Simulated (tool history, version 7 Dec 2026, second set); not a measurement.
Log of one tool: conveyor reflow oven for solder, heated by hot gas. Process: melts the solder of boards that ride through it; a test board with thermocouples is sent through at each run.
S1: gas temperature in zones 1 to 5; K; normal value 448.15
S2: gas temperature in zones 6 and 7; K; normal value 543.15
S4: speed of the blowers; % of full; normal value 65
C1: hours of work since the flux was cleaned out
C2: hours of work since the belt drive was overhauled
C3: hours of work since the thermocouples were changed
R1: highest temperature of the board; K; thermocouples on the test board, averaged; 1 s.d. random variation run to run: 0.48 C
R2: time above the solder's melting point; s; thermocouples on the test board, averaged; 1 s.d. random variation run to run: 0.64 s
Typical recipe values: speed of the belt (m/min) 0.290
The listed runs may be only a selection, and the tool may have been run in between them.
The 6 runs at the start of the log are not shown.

run 7 hour=132.5 | S1=448.15 S2=543.15 speed_of_the_belt_(m/min)=0.290 S4=65 | C1=12 C2=509 C3=426 | R1=532.85 R2=103.5
run 8 hour=157.1 | S1=436.15 S2=543.15 speed_of_the_belt_(m/min)=0.290 S4=65 | C1=23 C2=521 C3=437 | R1=531.35 R2=95.3
run 9 hour=173.7 | S1=436.15 S2=543.15 speed_of_the_belt_(m/min)=0.290 S4=65 | C1=31 C2=528 C3=445 | R1=530.35 R2=94.5
run 10 hour=206.9 | S1=448.15 S2=543.15 speed_of_the_belt_(m/min)=0.284 S4=65 | C1=46 C2=543 C3=460 | R1=534.05 R2=106.4
-- hour=213.8 belt drive overhauled, speed set with a stopwatch
run 11 hour=230.2 | S1=448.15 S2=543.15 speed_of_the_belt_(m/min)=0.284 S4=65 | C1=55 C2=7 C3=469 | R1=533.45 R2=105.1
run 12 hour=246.5 | S1=448.15 S2=543.15 speed_of_the_belt_(m/min)=0.284 S4=65 | C1=62 C2=15 C3=476 | R1=534.15 R2=106.0
-- hour=285.1 belt drive overhauled, speed set with a stopwatch, once more
run 13 hour=285.1 | S1=448.15 S2=543.15 speed_of_the_belt_(m/min)=0.247 S4=65 | C1=78 C2=0 C3=492 | R1=536.45 R2=125.8
run 14 hour=303.9 | S1=448.15 S2=543.15 speed_of_the_belt_(m/min)=0.247 S4=65 | C1=86 C2=9 C3=500 | R1=536.85 R2=126.6
run 15 hour=323.0 | S1=448.15 S2=543.15 speed_of_the_belt_(m/min)=0.247 S4=65 | C1=95 C2=17 C3=509 | R1=536.85 R2=126.4
run 16 hour=354.2 | S1=448.15 S2=543.15 speed_of_the_belt_(m/min)=0.247 S4=65 | C1=109 C2=32 C3=523 | R1=535.55 R2=125.7
run 17 hour=377.5 | S1=448.15 S2=539.15 speed_of_the_belt_(m/min)=0.308 S4=65 | C1=120 C2=42 C3=534 | R1=527.15 R2=90.7
run 18 hour=403.6 | S1=439.15 S2=539.15 speed_of_the_belt_(m/min)=0.308 S4=65 | C1=132 C2=54 C3=546 | R1=525.55 R2=84.3
run 19 hour=420.5 | S1=439.15 S2=539.15 speed_of_the_belt_(m/min)=0.308 S4=65 | C1=140 C2=62 C3=554 | R1=525.25 R2=84.7
run 20 hour=441.7 | S1=450.15 S2=548.15 speed_of_the_belt_(m/min)=0.346 S4=73 | C1=149 C2=71 C3=563 | R1=533.75 R2=85.9
run 21 hour=476.1 | S1=446.15 S2=545.15 speed_of_the_belt_(m/min)=0.300 S4=66 | C1=165 C2=87 C3=579 | R1=533.25 R2=98.3
run 22 hour=492.3 | S1=448.15 S2=551.15 speed_of_the_belt_(m/min)=0.290 S4=64 | C1=172 C2=95 C3=586 | R1=538.95 R2=109.2
run 23 hour=509.2 | S1=460.15 S2=534.15 speed_of_the_belt_(m/min)=0.312 S4=60 | C1=180 C2=102 C3=594 | R1=522.75 R2=91.4
run 24 hour=536.9 | S1=460.15 S2=534.15 speed_of_the_belt_(m/min)=0.312 S4=60 | C1=193 C2=115 C3=607 | R1=523.05 R2=92.8
run 25 hour=555.8 | S1=434.15 S2=545.15 speed_of_the_belt_(m/min)=0.333 S4=68 | C1=201 C2=124 C3=615 | R1=528.05 R2=75.8
run 26 hour=582.3 | S1=434.15 S2=545.15 speed_of_the_belt_(m/min)=0.333 S4=68 | C1=213 C2=136 C3=627 | R1=527.25 R2=77.5
run 27 hour=606.9 | S1=457.15 S2=549.15 speed_of_the_belt_(m/min)=0.333 S4=68 | C1=225 C2=147 C3=639 | R1=535.25 R2=93.4
run 28 hour=635.3 | S1=457.15 S2=549.15 speed_of_the_belt_(m/min)=0.333 S4=68 | C1=238 C2=160 C3=652 | R1=534.75 R2=96.0
run 29 hour=657.2 | S1=439.15 S2=547.15 speed_of_the_belt_(m/min)=0.271 S4=65 | C1=248 C2=170 C3=662 | R1=535.95 R2=109.6
-- hour=675.3 flux residue cleaned out of gas plates and filters
run 30 hour=676.8 | S1=439.15 S2=547.15 speed_of_the_belt_(m/min)=0.271 S4=65 | C1=1 C2=176 C3=668 | R1=538.65 R2=110.9
run 31 hour=699.4 | S1=448.15 S2=537.15 speed_of_the_belt_(m/min)=0.290 S4=55 | C1=11 C2=187 C3=678 | R1=526.25 R2=96.6

3 options for the next run, each taken on its own from the tool as it stands now. Forecast them:
run A hour=717.4 | S1=456.15 S2=550.15 speed_of_the_belt_(m/min)=0.290 S4=65 | C1=19 C2=195 C3=687 | R1=? R2=?
run B hour=717.4 | S1=448.15 S2=549.15 speed_of_the_belt_(m/min)=0.290 S4=59 | C1=19 C2=195 C3=687 | R1=? R2=?
run C hour=717.4 | S1=443.15 S2=538.15 speed_of_the_belt_(m/min)=0.290 S4=54 | C1=19 C2=195 C3=687 | R1=? R2=?

run=A R1=541.35 R2=113.3
run=B R1=537.25 R2=106.9
run=C R1=526.85 R2=92.7
Without the tool's hidden state the same runs would have given:
run=A R1=539.45 R2=111.8
run=B R1=535.35 R2=105.2
run=C R1=524.95 R2=90.4
